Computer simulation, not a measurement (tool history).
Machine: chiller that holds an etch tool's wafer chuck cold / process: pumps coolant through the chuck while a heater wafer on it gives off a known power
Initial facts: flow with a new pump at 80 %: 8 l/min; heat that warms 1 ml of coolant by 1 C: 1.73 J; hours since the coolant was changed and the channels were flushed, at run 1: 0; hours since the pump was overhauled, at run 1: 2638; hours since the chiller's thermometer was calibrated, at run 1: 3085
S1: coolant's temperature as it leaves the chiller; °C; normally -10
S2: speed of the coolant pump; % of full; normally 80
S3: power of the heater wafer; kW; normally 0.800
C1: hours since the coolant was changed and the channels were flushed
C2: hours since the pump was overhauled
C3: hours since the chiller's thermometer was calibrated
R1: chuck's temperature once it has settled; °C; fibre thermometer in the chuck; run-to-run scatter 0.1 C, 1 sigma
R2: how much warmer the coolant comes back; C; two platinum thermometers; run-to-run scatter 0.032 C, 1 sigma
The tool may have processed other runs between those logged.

Run 1, day 0.000: usual settings; C1 0; C2 2638; C3 3085. Result: R1 -0.6 °C, R2 3.75 C.
Run 2, day 3.233: usual settings; C1 78; C2 2715; C3 3162. Result: R1 -0.6 °C, R2 3.68 C.
Run 3, day 5.504: usual settings; C1 132; C2 2770; C3 3217. Result: R1 -0.4 °C, R2 3.77 C.
Run 4, day 6.917: usual settings but S1 -12 °C; C1 166; C2 2804; C3 3251. Result: R1 -2.5 °C, R2 3.68 C.
Run 5, day 8.900: usual settings but S1 -12 °C, S3 1.131 kW; C1 214; C2 2851; C3 3298. Result: R1 1.2 °C, R2 5.26 C.
Run 6, day 11.096: usual settings but S3 1.160 kW; C1 266; C2 2904; C3 3351. Result: R1 3.6 °C, R2 5.42 C.
Run 7, day 14.292: usual settings but S2 63 % of full, S3 1.160 kW; C1 343; C2 2981; C3 3428. Result: R1 6.4 °C, R2 7.14 C.
Run 8, day 16.300: usual settings but S2 63 % of full, S3 1.160 kW; C1 391; C2 3029; C3 3476. Result: R1 6.5 °C, R2 7.11 C.
Run 9, day 17.796: usual settings but S3 1.140 kW; C1 427; C2 3065; C3 3512. Result: R1 3.6 °C, R2 5.36 C.
Run 10, day 20.633: usual settings but S3 1.140 kW; C1 495; C2 3133; C3 3580. Result: R1 3.6 °C, R2 5.38 C.
Run 11, day 22.225: usual settings; C1 533; C2 3171; C3 3618. Result: R1 -0.2 °C, R2 3.71 C.
Run 12, day 25.358: usual settings but S1 -11 °C, S2 72 % of full; C1 609; C2 3246; C3 3693. Result: R1 -0.3 °C, R2 4.28 C.
Run 13, day 28.629: usual settings but S1 -11 °C, S2 72 % of full; C1 687; C2 3325; C3 3772. Result: R1 -0.4 °C, R2 4.29 C.
At day 29.988: chiller's thermometer calibrated.
Run 14, day 31.629: usual settings but S1 -7 °C; C1 758; C2 3396; C3 39. Result: R1 2.0 °C, R2 3.80 C.
Run 15, day 33.150: usual settings; C1 795; C2 3432; C3 76. Result: R1 -0.8 °C, R2 3.77 C.

Estimate the outcome of run 16 from the log above:
Run 16, day 36.467: usual settings but S2 88 % of full, S3 0.923 kW; C1 874; C2 3512; C3 155. Result: R1 ?, R2 ?.

{"run 16": {"R1": -0.3, "R2": 4.05}}
Were there no unlogged condition in the tool, this run, its random variation unchanged, would have produced R1 -1.2 °C, R2 3.68 C.

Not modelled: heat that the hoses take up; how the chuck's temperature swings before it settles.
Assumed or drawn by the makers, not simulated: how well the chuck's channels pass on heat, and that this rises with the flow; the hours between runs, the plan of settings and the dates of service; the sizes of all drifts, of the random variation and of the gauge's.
